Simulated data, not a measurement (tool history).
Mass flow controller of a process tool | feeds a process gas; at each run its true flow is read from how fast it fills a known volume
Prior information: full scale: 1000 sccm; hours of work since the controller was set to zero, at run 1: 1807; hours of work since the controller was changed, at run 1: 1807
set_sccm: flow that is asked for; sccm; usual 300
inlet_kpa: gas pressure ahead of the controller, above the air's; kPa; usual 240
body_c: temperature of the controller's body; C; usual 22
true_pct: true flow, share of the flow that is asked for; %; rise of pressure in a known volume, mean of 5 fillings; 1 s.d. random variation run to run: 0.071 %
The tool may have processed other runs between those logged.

| run | day | set_sccm | inlet_kpa | body_c | hours of work since the controller was set to zero | hours of work since the controller was changed | true_pct |
|---|---|---|---|---|---|---|---|
| 1 | 0 | 300 | 240 | 22 | 1807 | 1807 | 99.29 |
| 2 | 1.454 | 300 | 240 | 22 | 1834 | 1834 | 99.19 |
| 3 | 4.429 | 300 | 240 | 22 | 1888 | 1888 | 99.17 |
| 4 | 5.929 | 300 | 240 | 22 | 1916 | 1916 | 99.09 |
| 5 | 8.275 | 300 | 240 | 22 | 1959 | 1959 | 99.21 |
| 6 | 10.542 | 300 | 240 | 22 | 2000 | 2000 | 99.2 |
| 7 | 13.642 | 300 | 240 | 22 | 2057 | 2057 | 99.16 |
| 8 | 15.192 | 300 | 240 | 22 | 2085 | 2085 | 99.23 |
| 9 | 17.754 | 300 | 240 | 22 | 2132 | 2132 | 99.18 |
| 10 | 20.846 | 300 | 145 | 22 | 2188 | 2188 | 98.47 |
| 11 | 23.617 | 300 | 145 | 22 | 2239 | 2239 | 98.4 |
| 12 | 25.192 | 303 | 240 | 22 | 2268 | 2268 | 99.12 |
| 13 | 26.862 | 303 | 240 | 22 | 2298 | 2298 | 98.97 |
| 14 | 28.996 | 300 | 240 | 22 | 2337 | 2337 | 99.15 |
| 15 | 31.179 | 300 | 240 | 22 | 2377 | 2377 | 99.04 |
| 16 | 33.012 | 300 | 240 | 22 | 2411 | 2411 | 99.05 |
| 17 | 34.354 | 300 | 240 | 22 | 2435 | 2435 | 98.89 |
| 18 | 36.296 | 300 | 240 | 22 | 2471 | 2471 | 99.06 |
| 19 | 38.221 | 890 | 240 | 22 | 2506 | 2506 | 99.25 |
| 20 | 39.783 | 890 | 240 | 22 | 2535 | 2535 | 99.19 |
| 21 | 42.283 | 890 | 153 | 22 | 2580 | 2580 | 98.54 |
| 22 | 44.933 | 890 | 153 | 22 | 2629 | 2629 | 98.5 |
| 23 | 46.842 | 890 | 153 | 22 | 2664 | 2664 | 98.5 |
| 24 | 50.017 | 890 | 153 | 22 | 2722 | 2722 | 98.55 |
| 25 | 51.367 | 890 | 153 | 22 | 2746 | 2746 | 98.56 |
| 26 | 53.804 | 890 | 153 | 22 | 2791 | 2791 | 98.32 |
| 27 | 55.321 | 377 | 181 | 31 | 2819 | 2819 | 97.73 |
| 28 | 58.4 | 377 | 174 | 29 | 2875 | 2875 | 97.83 |
| 29 | 59.933 | 249 | 255 | 33 | 2903 | 2903 | 98.34 |
| 30 | 62.975 | 249 | 255 | 33 | 2959 | 2959 | 98.52 |
| 31 | 65.633 | 826 | 240 | 23 | 3007 | 3007 | 98.84 |
| 32 | 68.512 | 926 | 200 | 34 | 3060 | 3060 | 97.82 |
| 33 | 70.7 | 176 | 259 | 37 | 3100 | 3100 | 98.37 |
| 34 | 71.988 | 176 | 259 | 25 | 3123 | 3123 | 99.52 |
| 35 | 74.45 | 176 | 259 | 25 | 3168 | 3168 | 99.45 |
| 36 | 77.117 | 692 | 161 | 26 | 3217 | 3217 | 97.89 |
| 37 | 80.121 | 692 | 161 | 37 | 3272 | 3272 | 97.02 |
| 38 | 82.146 | 692 | 161 | 37 | 3309 | 3309 | 96.97 |
| 39 | 83.617 | 692 | 161 | 37 | 3336 | 3336 | 96.95 |
| 40 | 85.192 | 692 | 161 | 37 | 3365 | 3365 | 97.03 |
| 41 | 87.8 | 571 | 223 | 37 | 3412 | 3412 | 97.47 |
| 42 | 90.571 | 492 | 251 | 22 | 3463 | 3463 | 98.9 |
| 43 | 93.279 | 492 | 251 | 22 | 3513 | 3513 | 98.8 |
| 44 | 94.792 | 217 | 216 | 34 | 3540 | 3540 | 98.1 |
| 45 | 96.088 | 292 | 240 | 22 | 3564 | 3564 | 98.83 |

Forecast each of these 5 alternatives for the next run:
| A | 98.758 | 396 | 240 | 38 | 3613 | 3613 | ? |
| B | 98.758 | 372 | 240 | 22 | 3613 | 3613 | ? |
| C | 98.758 | 876 | 214 | 32 | 3613 | 3613 | ? |
| D | 98.758 | 590 | 262 | 36 | 3613 | 3613 | ? |
| E | 98.758 | 292 | 240 | 21 | 3613 | 3613 | ? |

| run | true_pct |
|---|---|
| A | 97.44 |
| B | 98.63 |
| C | 97.72 |
| D | 97.85 |
| E | 98.75 |
Had the tool no hidden state, the same runs would have come out as:
| run | true_pct |
|---|---|
| A | 98.57 |
| B | 99.7 |
| C | 99.33 |
| D | 99.28 |
| E | 99.57 |

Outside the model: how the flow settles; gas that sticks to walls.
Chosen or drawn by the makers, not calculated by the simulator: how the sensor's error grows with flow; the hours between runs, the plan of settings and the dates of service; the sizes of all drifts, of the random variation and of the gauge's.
